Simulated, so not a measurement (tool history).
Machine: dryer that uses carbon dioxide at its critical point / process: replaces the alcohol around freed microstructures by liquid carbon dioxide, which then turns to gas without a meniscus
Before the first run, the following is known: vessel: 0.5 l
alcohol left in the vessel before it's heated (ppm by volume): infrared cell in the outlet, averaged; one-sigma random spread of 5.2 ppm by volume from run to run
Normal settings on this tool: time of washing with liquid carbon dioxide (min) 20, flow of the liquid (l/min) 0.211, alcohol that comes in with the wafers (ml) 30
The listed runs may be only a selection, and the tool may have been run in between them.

run,hour,time of washing with liquid carbon dioxide (min),flow of the liquid (l/min),alcohol that comes in with the wafers (ml),alcohol left in the vessel before it's heated (ppm by volume)
1,0.0,20,0.211,30,271
2,10.7,20,0.211,30,280
3,23.5,20,0.211,30,276
4,37.9,21,0.211,30,253
5,48.7,20,0.211,30,295
6,59.4,29,0.211,30,167
7,75.8,29,0.211,30,166
8,93.5,29,0.211,40,180
9,105.2,29,0.211,40,164
10,118.0,29,0.211,40,179
11,139.1,17,0.211,30,555
12,159.0,25,0.211,30,214
13,178.4,20,0.211,30,349
14,193.8,20,0.211,46,443
15,209.4,20,0.211,46,449
16,224.9,20,0.211,43,441
17,240.5,20,0.211,43,450
18,260.6,20,0.211,66,614
19,274.6,20,0.162,113,2994
20,289.8,20,0.162,85,2360
21,311.2,20,0.232,53,423
22,322.6,20,0.153,30,1234
23,337.9,29,0.150,102,831
24,353.4,14,0.357,29,292
25,364.0,20,0.150,30,1334
26,374.8,22,0.211,30,350

Here are 5 independent what-if runs from the current tool condition. What would each one return?
A,395.3,29,0.308,38,?
B,395.3,22,0.211,50,?
C,395.3,22,0.130,30,?
D,395.3,18,0.274,30,?
E,395.3,20,0.211,74,?

run,alcohol left in the vessel before it's heated (ppm by volume)
A,229
B,441
C,1617
D,328
E,797
Without the tool's hidden state the same runs would have given:
run,alcohol left in the vessel before it's heated (ppm by volume)
A,0
B,82
C,761
D,41
E,239

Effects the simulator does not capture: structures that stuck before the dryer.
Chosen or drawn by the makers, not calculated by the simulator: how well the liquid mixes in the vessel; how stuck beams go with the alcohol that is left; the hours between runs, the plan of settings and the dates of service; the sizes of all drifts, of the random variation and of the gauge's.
